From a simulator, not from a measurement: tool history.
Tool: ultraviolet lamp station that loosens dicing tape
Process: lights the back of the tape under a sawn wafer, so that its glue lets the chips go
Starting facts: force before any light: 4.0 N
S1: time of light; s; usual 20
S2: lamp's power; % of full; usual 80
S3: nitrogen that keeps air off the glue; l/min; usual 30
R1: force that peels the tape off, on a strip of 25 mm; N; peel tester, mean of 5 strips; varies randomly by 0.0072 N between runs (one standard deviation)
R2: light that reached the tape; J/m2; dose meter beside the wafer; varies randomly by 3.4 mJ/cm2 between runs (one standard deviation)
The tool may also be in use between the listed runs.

{"run": 1, "hour": 0.0, "S1": 20, "S2": 80, "S3": 30, "R1": 0.522, "R2": 3810}
{"hour": 87.3, "done": "window cleaned of glue's vapour"}
{"run": 2, "hour": 87.3, "S1": 20, "S2": 80, "S3": 30, "R1": 0.637, "R2": 3390}
{"run": 3, "hour": 179.3, "S1": 20, "S2": 97, "S3": 30, "R1": 0.498, "R2": 3900}
{"run": 4, "hour": 236.7, "S1": 20, "S2": 97, "S3": 30, "R1": 0.522, "R2": 3820}
{"hour": 321.5, "done": "window cleaned of glue's vapour, once more"}
{"run": 5, "hour": 327.6, "S1": 20, "S2": 97, "S3": 30, "R1": 0.379, "R2": 4640}
{"run": 6, "hour": 417.0, "S1": 20, "S2": 68, "S3": 30, "R1": 0.688, "R2": 3150}
{"run": 7, "hour": 470.2, "S1": 20, "S2": 68, "S3": 30, "R1": 0.76, "R2": 3020}
{"run": 8, "hour": 566.5, "S1": 20, "S2": 68, "S3": 30, "R1": 0.821, "R2": 2860}
{"run": 9, "hour": 643.5, "S1": 20, "S2": 68, "S3": 30, "R1": 0.896, "R2": 2780}
{"hour": 678.6, "done": "lamp changed"}
{"run": 10, "hour": 694.5, "S1": 20, "S2": 68, "S3": 30, "R1": 0.409, "R2": 4400}
{"run": 11, "hour": 737.8, "S1": 20, "S2": 68, "S3": 30, "R1": 0.414, "R2": 4320}
{"run": 12, "hour": 804.6, "S1": 15, "S2": 76, "S3": 45, "R1": 0.487, "R2": 3550}
{"run": 13, "hour": 885.1, "S1": 10, "S2": 77, "S3": 27, "R1": 1.117, "R2": 2310}
{"hour": 943.9, "done": "window cleaned of glue's vapour"}
{"run": 14, "hour": 953.2, "S1": 13, "S2": 80, "S3": 30, "R1": 0.644, "R2": 3350}
{"run": 15, "hour": 1000.4, "S1": 36, "S2": 70, "S3": 30, "R1": 0.16, "R2": 7970}
{"run": 16, "hour": 1098.9, "S1": 20, "S2": 84, "S3": 39, "R1": 0.267, "R2": 5080}
{"run": 17, "hour": 1170.9, "S1": 20, "S2": 84, "S3": 39, "R1": 0.28, "R2": 4960}
{"run": 18, "hour": 1230.0, "S1": 30, "S2": 89, "S3": 28, "R1": 0.164, "R2": 7640}
{"run": 19, "hour": 1291.2, "S1": 30, "S2": 89, "S3": 28, "R1": 0.174, "R2": 7450}

Below are 4 alternative next runs, each starting from the tool's condition after run 19. Predict each:
{"run": "A", "hour": 1342.7, "S1": 30, "S2": 63, "S3": 26, "R1": "?", "R2": "?"}
{"run": "B", "hour": 1342.7, "S1": 35, "S2": 77, "S3": 30, "R1": "?", "R2": "?"}
{"run": "C", "hour": 1342.7, "S1": 17, "S2": 87, "S3": 30, "R1": "?", "R2": "?"}
{"run": "D", "hour": 1342.7, "S1": 20, "S2": 89, "S3": 30, "R1": "?", "R2": "?"}

run=A R1=0.315 R2=5160
run=B R1=0.167 R2=7390
run=C R1=0.466 R2=4060
run=D R1=0.329 R2=4890
The same runs, with their run-to-run variation unchanged, on a tool lacking any hidden condition would have given:
run=A R1=0.205 R2=6560
run=B R1=0.135 R2=9400
run=C R1=0.303 R2=5170
run=D R1=0.216 R2=6220

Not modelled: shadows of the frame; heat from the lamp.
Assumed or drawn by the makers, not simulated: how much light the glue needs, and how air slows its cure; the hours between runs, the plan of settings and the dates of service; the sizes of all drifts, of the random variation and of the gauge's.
